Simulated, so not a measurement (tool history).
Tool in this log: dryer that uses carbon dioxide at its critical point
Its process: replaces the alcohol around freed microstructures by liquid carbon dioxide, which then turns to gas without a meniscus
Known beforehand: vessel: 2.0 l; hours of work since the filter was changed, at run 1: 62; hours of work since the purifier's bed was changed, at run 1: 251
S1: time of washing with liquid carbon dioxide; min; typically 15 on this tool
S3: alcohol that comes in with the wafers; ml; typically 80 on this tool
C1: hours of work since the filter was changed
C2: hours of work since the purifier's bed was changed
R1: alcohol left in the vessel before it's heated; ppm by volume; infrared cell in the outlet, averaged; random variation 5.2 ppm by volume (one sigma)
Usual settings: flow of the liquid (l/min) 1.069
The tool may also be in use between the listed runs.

Run 1, hour 0: usual settings; C1 62; C2 251. Result: R1 123 ppm by volume.
Run 2, hour 64.6: usual settings but S1 16 min; C1 83; C2 272. Result: R1 97 ppm by volume.
Run 3, hour 125.3: usual settings but S1 11 min; C1 104; C2 292. Result: R1 529 ppm by volume.
Run 4, hour 183.3: usual settings but S1 11 min, S3 64 ml; C1 123; C2 312. Result: R1 438 ppm by volume.
Run 5, hour 232.2: usual settings but S3 30 ml; C1 139; C2 328. Result: R1 73 ppm by volume.
Run 6, hour 286.1: usual settings but S3 30 ml; C1 157; C2 346. Result: R1 78 ppm by volume.
Run 7, hour 352.1: usual settings but S3 30 ml; C1 179; C2 368. Result: R1 89 ppm by volume.
Run 8, hour 387.1: usual settings; C1 191; C2 380. Result: R1 153 ppm by volume.
Run 9, hour 449.8: usual settings; C1 212; C2 401. Result: R1 151 ppm by volume.
Run 10, hour 503.2: usual settings but S3 24 ml; C1 230; C2 418. Result: R1 80 ppm by volume.
Run 11, hour 570.6: usual settings but S3 24 ml; C1 252; C2 441. Result: R1 71 ppm by volume.
Run 12, hour 616.9: usual settings but S3 24 ml; C1 267; C2 456. Result: R1 92 ppm by volume.
Run 13, hour 675.7: usual settings but flow of the liquid (l/min) 0.95, S3 24 ml; C1 287; C2 476. Result: R1 124 ppm by volume.
Run 14, hour 710.4: usual settings but flow of the liquid (l/min) 0.95, S3 24 ml; C1 299; C2 488. Result: R1 128 ppm by volume.
Run 15, hour 777.4: usual settings but flow of the liquid (l/min) 1.15, S3 38 ml; C1 321; C2 510. Result: R1 85 ppm by volume.
Run 16, hour 833.9: usual settings but S1 11 min, flow of the liquid (l/min) 0.64, S3 46 ml; C1 340; C2 529. Result: R1 2137 ppm by volume.
Run 17, hour 895: usual settings but S1 11 min, flow of the liquid (l/min) 0.64, S3 46 ml; C1 360; C2 549. Result: R1 2121 ppm by volume.
Run 18, hour 941.2: usual settings but S1 18 min; C1 376; C2 565. Result: R1 105 ppm by volume.
Run 19, hour 1009.4: usual settings but S1 11 min, S3 58 ml; C1 398; C2 587. Result: R1 591 ppm by volume.
Run 20, hour 1038.2: usual settings but S1 11 min, S3 58 ml; C1 408; C2 597. Result: R1 590 ppm by volume.
Run 21, hour 1070: usual settings but S1 9 min, flow of the liquid (l/min) 0.73; C1 419; C2 607. Result: R1 4658 ppm by volume.
At hour 1081.2: inlet filter changed.
Run 22, hour 1117.7: usual settings but S1 9 min, flow of the liquid (l/min) 1.58; C1 12; C2 623. Result: R1 213 ppm by volume.
Run 23, hour 1171.1: usual settings but S1 9 min, flow of the liquid (l/min) 1.58; C1 30; C2 641. Result: R1 218 ppm by volume.
Run 24, hour 1199.6: usual settings but S1 10 min, flow of the liquid (l/min) 1.3, S3 38 ml; C1 39; C2 650. Result: R1 186 ppm by volume.
Run 25, hour 1245.5: usual settings but S1 19 min, flow of the liquid (l/min) 1.3, S3 106 ml; C1 55; C2 666. Result: R1 56 ppm by volume.
Run 26, hour 1276.5: usual settings but S1 22 min, flow of the liquid (l/min) 0.88, S3 112 ml; C1 65; C2 676. Result: R1 99 ppm by volume.
Run 27, hour 1338.8: usual settings but flow of the liquid (l/min) 1.22, S3 72 ml; C1 86; C2 697. Result: R1 85 ppm by volume.

Across each entry between runs, compare the hidden state at the last listed run before it with the hidden state at the first listed run after it:
After run 21, before run 22: inlet filter changed (hour 1081.2)
  flow that reaches the vessel past the clogged filter, %: 87 -> 99.2; alcohol in the recycled carbon dioxide, ppm: 52.1 -> 53.3
  measured minus no-state result, R1: +1327 -> +57 ppm by volume

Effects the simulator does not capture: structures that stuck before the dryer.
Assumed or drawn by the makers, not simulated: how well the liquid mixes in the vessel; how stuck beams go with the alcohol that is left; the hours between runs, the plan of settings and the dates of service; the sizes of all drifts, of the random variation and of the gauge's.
